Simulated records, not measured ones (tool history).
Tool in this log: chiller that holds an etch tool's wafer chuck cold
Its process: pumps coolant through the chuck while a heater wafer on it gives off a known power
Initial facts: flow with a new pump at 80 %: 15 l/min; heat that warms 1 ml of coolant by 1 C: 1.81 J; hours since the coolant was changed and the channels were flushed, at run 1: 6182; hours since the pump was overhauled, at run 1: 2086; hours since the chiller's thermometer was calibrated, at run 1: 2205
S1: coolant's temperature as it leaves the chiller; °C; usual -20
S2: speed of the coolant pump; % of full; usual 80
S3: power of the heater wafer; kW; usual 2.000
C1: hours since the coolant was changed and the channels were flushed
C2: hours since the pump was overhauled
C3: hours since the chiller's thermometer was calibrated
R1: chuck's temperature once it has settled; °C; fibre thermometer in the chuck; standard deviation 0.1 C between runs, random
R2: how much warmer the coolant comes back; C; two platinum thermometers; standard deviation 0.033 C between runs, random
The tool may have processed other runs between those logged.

{"run": 1, "day": 0.0, "S1": -20, "S2": 80, "S3": 2.0, "C1": 6182, "C2": 2086, "C3": 2205, "R1": -6.0, "R2": 4.54}
{"run": 2, "day": 3.192, "S1": -20, "S2": 80, "S3": 1.048, "C1": 6259, "C2": 2163, "C3": 2282, "R1": -12.5, "R2": 2.4}
{"run": 3, "day": 6.904, "S1": -20, "S2": 69, "S3": 2.0, "C1": 6348, "C2": 2252, "C3": 2371, "R1": -4.5, "R2": 5.29}
{"run": 4, "day": 8.762, "S1": -20, "S2": 69, "S3": 2.0, "C1": 6393, "C2": 2297, "C3": 2415, "R1": -4.6, "R2": 5.3}
{"run": 5, "day": 11.883, "S1": -20, "S2": 69, "S3": 2.0, "C1": 6467, "C2": 2371, "C3": 2490, "R1": -4.7, "R2": 5.32}
{"run": 6, "day": 13.604, "S1": -20, "S2": 69, "S3": 2.0, "C1": 6509, "C2": 2413, "C3": 2531, "R1": -4.6, "R2": 5.29}
{"run": 7, "day": 17.033, "S1": -20, "S2": 69, "S3": 2.0, "C1": 6591, "C2": 2495, "C3": 2614, "R1": -4.5, "R2": 5.33}
{"run": 8, "day": 20.788, "S1": -20, "S2": 69, "S3": 2.0, "C1": 6681, "C2": 2585, "C3": 2704, "R1": -4.6, "R2": 5.31}
{"run": 9, "day": 22.488, "S1": -20, "S2": 67, "S3": 2.0, "C1": 6722, "C2": 2626, "C3": 2745, "R1": -4.3, "R2": 5.49}
{"run": 10, "day": 24.521, "S1": -20, "S2": 80, "S3": 2.0, "C1": 6771, "C2": 2675, "C3": 2793, "R1": -5.6, "R2": 4.58}
{"run": 11, "day": 26.9, "S1": -20, "S2": 80, "S3": 2.0, "C1": 6828, "C2": 2732, "C3": 2851, "R1": -5.6, "R2": 4.54}
{"day": 28.0, "done": "chiller's thermometer calibrated"}
{"run": 12, "day": 30.146, "S1": -20, "S2": 80, "S3": 2.0, "C1": 6905, "C2": 2809, "C3": 51, "R1": -6.3, "R2": 4.54}
{"run": 13, "day": 33.346, "S1": -20, "S2": 80, "S3": 2.0, "C1": 6982, "C2": 2885, "C3": 128, "R1": -5.9, "R2": 4.57}
{"run": 14, "day": 36.475, "S1": -20, "S2": 80, "S3": 2.0, "C1": 7057, "C2": 2961, "C3": 203, "R1": -5.9, "R2": 4.52}
{"run": 15, "day": 38.633, "S1": -20, "S2": 80, "S3": 2.0, "C1": 7108, "C2": 3012, "C3": 255, "R1": -6.0, "R2": 4.58}
{"run": 16, "day": 40.612, "S1": -20, "S2": 80, "S3": 2.0, "C1": 7156, "C2": 3060, "C3": 303, "R1": -5.9, "R2": 4.55}
{"run": 17, "day": 43.517, "S1": -20, "S2": 73, "S3": 2.438, "C1": 7226, "C2": 3130, "C3": 372, "R1": -1.8, "R2": 6.09}
{"run": 18, "day": 46.617, "S1": -30, "S2": 96, "S3": 1.167, "C1": 7300, "C2": 3204, "C3": 447, "R1": -22.7, "R2": 2.21}
{"run": 19, "day": 50.125, "S1": -27, "S2": 96, "S3": 1.277, "C1": 7384, "C2": 3288, "C3": 531, "R1": -19.0, "R2": 2.41}
{"run": 20, "day": 53.962, "S1": -27, "S2": 96, "S3": 1.277, "C1": 7476, "C2": 3380, "C3": 623, "R1": -19.0, "R2": 2.43}
{"run": 21, "day": 57.321, "S1": -16, "S2": 80, "S3": 1.712, "C1": 7557, "C2": 3461, "C3": 704, "R1": -3.8, "R2": 3.92}
{"run": 22, "day": 59.829, "S1": -16, "S2": 80, "S3": 1.712, "C1": 7617, "C2": 3521, "C3": 764, "R1": -3.9, "R2": 3.91}
{"run": 23, "day": 63.275, "S1": -16, "S2": 80, "S3": 1.712, "C1": 7700, "C2": 3604, "C3": 847, "R1": -3.7, "R2": 3.92}
{"run": 24, "day": 64.938, "S1": -16, "S2": 80, "S3": 1.712, "C1": 7740, "C2": 3644, "C3": 887, "R1": -3.8, "R2": 3.97}
{"run": 25, "day": 66.658, "S1": -16, "S2": 80, "S3": 1.712, "C1": 7781, "C2": 3685, "C3": 928, "R1": -3.6, "R2": 3.89}
{"run": 26, "day": 68.45, "S1": -16, "S2": 80, "S3": 2.684, "C1": 7824, "C2": 3728, "C3": 971, "R1": 3.2, "R2": 6.17}
{"run": 27, "day": 70.938, "S1": -25, "S2": 71, "S3": 2.564, "C1": 7884, "C2": 3788, "C3": 1031, "R1": -5.2, "R2": 6.62}
{"run": 28, "day": 73.496, "S1": -15, "S2": 71, "S3": 2.542, "C1": 7945, "C2": 3849, "C3": 1092, "R1": 4.7, "R2": 6.64}
{"run": 29, "day": 76.867, "S1": -15, "S2": 71, "S3": 2.542, "C1": 8026, "C2": 3930, "C3": 1173, "R1": 4.6, "R2": 6.71}
{"run": 30, "day": 80.492, "S1": -13, "S2": 82, "S3": 2.48, "C1": 8113, "C2": 4017, "C3": 1260, "R1": 4.5, "R2": 5.59}
{"run": 31, "day": 83.05, "S1": -13, "S2": 82, "S3": 1.509, "C1": 8174, "C2": 4078, "C3": 1321, "R1": -2.1, "R2": 3.36}

Some steps in R1 between neighbouring runs. How much of each would the tool show without its hidden state too (settings, what came in, random variation), and how much is left for the hidden state, with any gauge scatter that isn't in both results?
Hidden state present: heat passed by the chuck's channels, % of clean ones'; flow at a given pump speed, % of a new pump's; coolant's true temperature over the reading, C; drift of the gauge itself on chuck_c, C; drift of the gauge itself on warmer_back_c, C.
Run 17 -> 18: S1 -20 -> -30, S2 73 -> 96, S3 2.438 -> 1.167. R1 -20.9 °C: hidden state -1.6, all else -19.3.
Run 20 -> 21: S1 -27 -> -16, S2 96 -> 80, S3 1.277 -> 1.712. R1 +15.2 °C: hidden state +0.6, all else +14.6.
Run 25 -> 26: S3 1.712 -> 2.684. R1 +6.8 °C: hidden state +1.2, all else +5.6.
Run 27 -> 28: S1 -25 -> -15, S3 2.564 -> 2.542. R1 +9.9 °C: hidden state +0.1, all else +9.8.
Run 30 -> 31: S3 2.480 -> 1.509. R1 -6.6 °C: hidden state -1.2, all else -5.4.

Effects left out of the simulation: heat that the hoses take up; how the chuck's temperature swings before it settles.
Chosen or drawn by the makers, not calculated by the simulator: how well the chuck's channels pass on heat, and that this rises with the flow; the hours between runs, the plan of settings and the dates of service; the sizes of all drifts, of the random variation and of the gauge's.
